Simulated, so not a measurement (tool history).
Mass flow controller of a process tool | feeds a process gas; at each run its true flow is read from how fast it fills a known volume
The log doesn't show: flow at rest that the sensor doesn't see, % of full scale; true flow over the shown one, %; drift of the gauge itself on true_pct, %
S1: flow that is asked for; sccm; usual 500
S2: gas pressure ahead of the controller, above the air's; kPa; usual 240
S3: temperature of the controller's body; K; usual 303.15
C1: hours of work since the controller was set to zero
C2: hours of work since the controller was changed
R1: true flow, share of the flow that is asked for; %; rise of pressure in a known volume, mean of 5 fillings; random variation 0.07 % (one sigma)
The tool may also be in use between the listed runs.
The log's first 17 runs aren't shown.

run,hour,S1,S2,S3,C1,C2,R1
18,1011.2,500,240,293.15,1692,1692,99.71
19,1067.4,500,159,293.15,1734,1734,99.52
20,1125,500,159,293.15,1778,1778,99.62
21,1174.6,445,232,298.15,1816,1816,100.03
22,1217,267,269,300.15,1848,1848,100.12
23,1262.4,267,269,300.15,1883,1883,100.19
# hour 1268.2: controller's zero set anew
24,1317.5,819,240,299.15,38,1925,100.75
25,1361.6,560,233,303.15,71,1958,100.56
# hour 1397.1: controller's zero set anew, once more
26,1397.1,500,240,304.15,0,1985,99.86
27,1457.1,500,240,306.15,46,2031,99.86
28,1498.4,500,240,306.15,77,2062,99.82
29,1538.7,369,240,297.15,108,2093,99.33
30,1604.5,369,240,297.15,158,2143,99.4
31,1674.8,369,240,297.15,212,2197,99.39
32,1734.1,243,177,297.15,257,2242,99.12
33,1780.5,243,177,293.15,292,2277,98.87
34,1847.5,500,240,301.15,343,2328,99.9
35,1909.4,500,240,301.15,391,2376,99.86
36,1946.5,500,240,301.15,419,2404,99.79
37,1993,829,240,303.15,454,2439,100.69
38,2040.3,724,162,299.15,490,2475,100.09

Forecast each of these 3 alternatives for the next run:
A,2098,724,200,302.15,534,2519,?
B,2098,419,183,299.15,534,2519,?
C,2098,500,241,296.15,534,2519,?

run,R1
A,100.3
B,99.63
C,99.71
Without the tool's hidden state the same runs would have given:
run,R1
A,99.57
B,98.81
C,98.92
